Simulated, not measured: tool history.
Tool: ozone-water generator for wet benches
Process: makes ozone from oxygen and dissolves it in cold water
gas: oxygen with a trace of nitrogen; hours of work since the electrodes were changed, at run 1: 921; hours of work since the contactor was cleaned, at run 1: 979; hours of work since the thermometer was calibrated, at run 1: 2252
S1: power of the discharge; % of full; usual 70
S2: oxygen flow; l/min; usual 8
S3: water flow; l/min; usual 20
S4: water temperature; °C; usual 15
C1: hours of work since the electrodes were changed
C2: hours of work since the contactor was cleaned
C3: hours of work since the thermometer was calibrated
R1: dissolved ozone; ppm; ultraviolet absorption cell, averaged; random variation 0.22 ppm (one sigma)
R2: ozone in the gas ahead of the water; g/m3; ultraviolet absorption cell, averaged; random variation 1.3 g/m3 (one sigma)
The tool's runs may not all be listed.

{"run": 1, "hour": 0.0, "S1": 70, "S2": 8, "S3": 20, "S4": 15, "C1": 921, "C2": 979, "C3": 2252, "R1": 32, "R2": 246.2}
{"run": 2, "hour": 42.7, "S1": 70, "S2": 8, "S3": 20, "S4": 15, "C1": 958, "C2": 1016, "C3": 2289, "R1": 32.3, "R2": 244.2}
{"run": 3, "hour": 87.8, "S1": 70, "S2": 8, "S3": 20, "S4": 15, "C1": 997, "C2": 1055, "C3": 2329, "R1": 32.3, "R2": 246.6}
{"run": 4, "hour": 125.2, "S1": 56, "S2": 8, "S3": 20, "S4": 15, "C1": 1030, "C2": 1088, "C3": 2361, "R1": 26.6, "R2": 199}
{"run": 5, "hour": 148.3, "S1": 56, "S2": 8, "S3": 20, "S4": 15, "C1": 1050, "C2": 1108, "C3": 2381, "R1": 26.2, "R2": 198.6}
{"run": 6, "hour": 186.6, "S1": 56, "S2": 8, "S3": 20, "S4": 15, "C1": 1083, "C2": 1141, "C3": 2415, "R1": 26.4, "R2": 200.6}
{"run": 7, "hour": 238.1, "S1": 56, "S2": 8, "S3": 21, "S4": 15, "C1": 1128, "C2": 1186, "C3": 2459, "R1": 25.3, "R2": 200}
{"run": 8, "hour": 287.9, "S1": 74, "S2": 8, "S3": 20, "S4": 15, "C1": 1172, "C2": 1229, "C3": 2503, "R1": 33.9, "R2": 259.9}
{"run": 9, "hour": 309.4, "S1": 82, "S2": 6.56, "S3": 30, "S4": 8, "C1": 1190, "C2": 1248, "C3": 2521, "R1": 27.1, "R2": 316.8}
{"run": 10, "hour": 351.0, "S1": 82, "S2": 5.74, "S3": 13, "S4": 16, "C1": 1226, "C2": 1284, "C3": 2558, "R1": 53.7, "R2": 337.5}
{"run": 11, "hour": 381.7, "S1": 41, "S2": 5.23, "S3": 13, "S4": 16, "C1": 1253, "C2": 1311, "C3": 2584, "R1": 28.9, "R2": 191.6}
{"run": 12, "hour": 414.9, "S1": 59, "S2": 5.23, "S3": 14, "S4": 17, "C1": 1282, "C2": 1340, "C3": 2613, "R1": 37.1, "R2": 266.2}
{"run": 13, "hour": 447.0, "S1": 70, "S2": 8, "S3": 16, "S4": 8, "C1": 1310, "C2": 1368, "C3": 2641, "R1": 44, "R2": 244}
{"run": 14, "hour": 498.8, "S1": 70, "S2": 8.64, "S3": 20, "S4": 15, "C1": 1355, "C2": 1413, "C3": 2686, "R1": 32.5, "R2": 236}
{"hour": 537.3, "done": "water thermometer calibrated"}
{"run": 15, "hour": 548.5, "S1": 70, "S2": 8.64, "S3": 20, "S4": 15, "C1": 1398, "C2": 1456, "C3": 10, "R1": 31.8, "R2": 233.7}

Measured less the same run without the tool's hidden state. The same run-to-run variation is in both; the gauge's scatter may not be:
The hidden state here: yield of the discharge, % of new electrodes'; contactor's efficiency, % of a clean one's; true water temperature over the reading, C; drift of the gauge itself on ozone_ppm, %; drift of the gauge itself on gas_g_m3, %.
run=1 R2=-0.1
run=2 R2=+0.3
run=3 R2=+0.6
run=4 R2=+0.8
run=5 R2=+1
run=6 R2=+1.2
run=7 R2=+1.6
run=8 R2=+2.5
run=9 R2=+3.2
run=10 R2=+3.9
run=11 R2=+2.4
run=12 R2=+3.7
run=13 R2=+3.6
run=14 R2=+3.9
run=15 R2=+4.3
R1: within 0.1 ppm of the measured result in every run.
